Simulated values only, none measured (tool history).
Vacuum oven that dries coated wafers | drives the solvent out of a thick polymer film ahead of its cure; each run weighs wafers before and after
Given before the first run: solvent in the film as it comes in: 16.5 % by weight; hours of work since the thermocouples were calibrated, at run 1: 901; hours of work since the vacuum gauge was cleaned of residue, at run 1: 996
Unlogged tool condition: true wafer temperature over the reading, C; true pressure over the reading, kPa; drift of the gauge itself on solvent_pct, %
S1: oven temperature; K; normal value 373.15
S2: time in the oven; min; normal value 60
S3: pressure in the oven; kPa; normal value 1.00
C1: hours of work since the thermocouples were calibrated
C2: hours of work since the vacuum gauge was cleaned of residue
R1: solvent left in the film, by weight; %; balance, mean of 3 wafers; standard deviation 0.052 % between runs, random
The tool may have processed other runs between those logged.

run    hour      S1  S2    S3    C1    C2    R1
  1     0.0  373.15  60  1.00   901   996  1.62
  2   115.4  373.15  60  1.00   950  1045  1.64
  3   181.3  373.15  60  1.00   978  1073  1.73
  4   277.1  373.15  60  2.66  1018  1113  2.21
  5   406.3  373.15  60  2.66  1073  1168  2.46
  6   514.8  373.15  60  1.00  1119  1214  1.66
      526.6  -- oven's thermocouples calibrated
  7   648.2  373.15  60  1.00    52  1269  1.67
  8   776.2  373.15  60  0.59   106  1324  1.62
      812.6  -- oven's thermocouples calibrated, once more
  9   897.8  373.15  60  0.59    36  1374  1.47
 10   991.1  373.15  60  0.59    76  1414  1.36
 11  1095.1  373.15  60  0.59   120  1458  1.42
 12  1210.4  373.15  60  0.59   169  1507  1.43
 13  1290.1  373.15  60  0.59   202  1541  1.39
 14  1378.5  373.15  60  0.59   240  1578  1.39
 15  1500.2  373.15  60  0.77   291  1630  1.57
 16  1625.1  373.15  60  0.77   344  1683  1.53
 17  1696.7  373.15  60  0.77   375  1713  1.48
 18  1789.3  373.15  60  1.00   414  1752  1.70
 19  1880.3  373.15  60  1.00   452  1791  1.68
 20  1990.4  373.15  60  1.00   499  1837  1.72
 21  2078.2  370.15  60  1.00   536  1874  2.07
 22  2156.0  370.15  60  1.00   569  1907  2.12
 23  2231.4  370.15  60  1.00   601  1939  2.19
 24  2365.0  373.15  54  0.66   658  1996  1.83
 25  2429.6  373.15  54  0.66   685  2023  2.01
 26  2515.9  369.15  60  1.00   722  2060  2.40
 27  2617.6  373.15  40  1.00   765  2103  3.17
 28  2733.3  373.15  86  1.00   814  2152  0.98
 29  2805.1  386.15  85  1.31   844  2182  0.48
 30  2872.1  386.15  55  3.56   872  2211  1.37

Estimate the outcome of run 31 from the log above:
 31  2934.5  386.15  55  3.56  899  2237   ?

{"run 31": {"R1": 1.32}}
With no hidden state in the tool, this same run would have given R1 1.11 %.

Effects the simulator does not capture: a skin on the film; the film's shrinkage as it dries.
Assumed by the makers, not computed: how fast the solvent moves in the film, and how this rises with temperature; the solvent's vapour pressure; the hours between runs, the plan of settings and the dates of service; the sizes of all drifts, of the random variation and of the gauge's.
